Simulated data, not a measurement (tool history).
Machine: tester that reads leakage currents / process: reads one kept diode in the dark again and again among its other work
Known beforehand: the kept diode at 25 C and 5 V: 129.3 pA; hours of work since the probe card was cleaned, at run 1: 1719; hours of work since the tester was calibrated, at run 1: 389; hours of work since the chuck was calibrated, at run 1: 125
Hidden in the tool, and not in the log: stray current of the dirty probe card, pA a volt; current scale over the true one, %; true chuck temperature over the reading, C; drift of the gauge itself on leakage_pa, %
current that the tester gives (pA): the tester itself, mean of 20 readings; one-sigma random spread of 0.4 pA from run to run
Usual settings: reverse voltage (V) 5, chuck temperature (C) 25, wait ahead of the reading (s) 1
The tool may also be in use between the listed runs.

run	hour	reverse voltage (V)	chuck temperature (C)	wait ahead of the reading (s)	hours of work since the probe card was cleaned	hours of work since the tester was calibrated	hours of work since the chuck was calibrated	current that the tester gives (pA)
1	0	5	25	1	1719	389	125	138.9
2	29.5	5	25	1	1742	411	147	138.27
3	49.7	1.57	25	1	1757	427	163	77.2
4	67.7	1.57	25	1	1771	440	177	77.92
# hour 84.6: probe card cleaned and baked
5	86.7	5	25	1	2	453	189	133.56
6	119.4	5	25	1	27	478	214	133.99
7	139.1	5	25	1	42	493	229	134.4
8	155	5	25	1	54	505	241	135.48
9	183.6	5	25	0.96	76	527	263	135.35
10	215.5	5	25	0.96	100	551	287	137.4
11	241.5	5	25	0.96	120	571	307	137.66
12	274	5	25	0.96	145	596	332	137.71
13	291.5	5	20	0.96	158	609	345	93.17
14	324.7	5	55	0.96	183	634	371	1163.88
15	349.5	5	55	0.96	202	653	390	1166.92
16	369.4	5	55	0.96	218	669	405	1169.97
# hour 373.6: chuck's temperature calibrated
17	400.1	5	25	5.84	240	691	20	141.26
18	433.3	5	25	5.84	265	716	46	143.24
19	449.6	5	25	1	277	728	58	144.26
20	471.1	5	25	1.02	294	745	75	144.61
21	485.8	10.77	26	1.02	305	756	86	227.53
22	517.3	1.86	29	0.51	329	780	110	122.27
23	534.6	1.86	29	0.51	342	793	123	123.01
# hour 555.7: chuck's temperature calibrated, once more
24	567	9.65	52	0.59	366	817	9	1251.25
25	592.4	9.65	52	0.59	385	836	28	1252.96
26	609.8	9.65	52	0.59	398	849	41	1258.22
27	628.5	1.59	31	1	413	864	56	119.06
28	646.9	1.59	31	1	427	878	70	119.4
29	662.9	15.97	50	1	439	890	82	1414.38
30	692.6	15.97	50	1	462	913	105	1423.19
31	713.3	15.97	50	1	477	928	120	1415.12
32	732.8	15.97	50	1	492	943	135	1422.66
33	759	15.97	50	1	512	963	155	1431.2
34	778.2	15.97	50	1	527	978	170	1427.53
35	793.6	15.97	31	1.75	539	990	182	379.44
36	820.9	15.97	31	1.75	560	1011	203	379.26
37	853.7	15.97	31	1.75	585	1036	228	382.6

Predict the results of run 38:
38	880	12.72	29	6.54	605	1056	248	?

{"run 38": {"current that the tester gives (pA)": 292.5}}
Take away the tool's hidden state, keep the run-to-run variation as it was, and the same run would have given current that the tester gives (pA) 277.94.
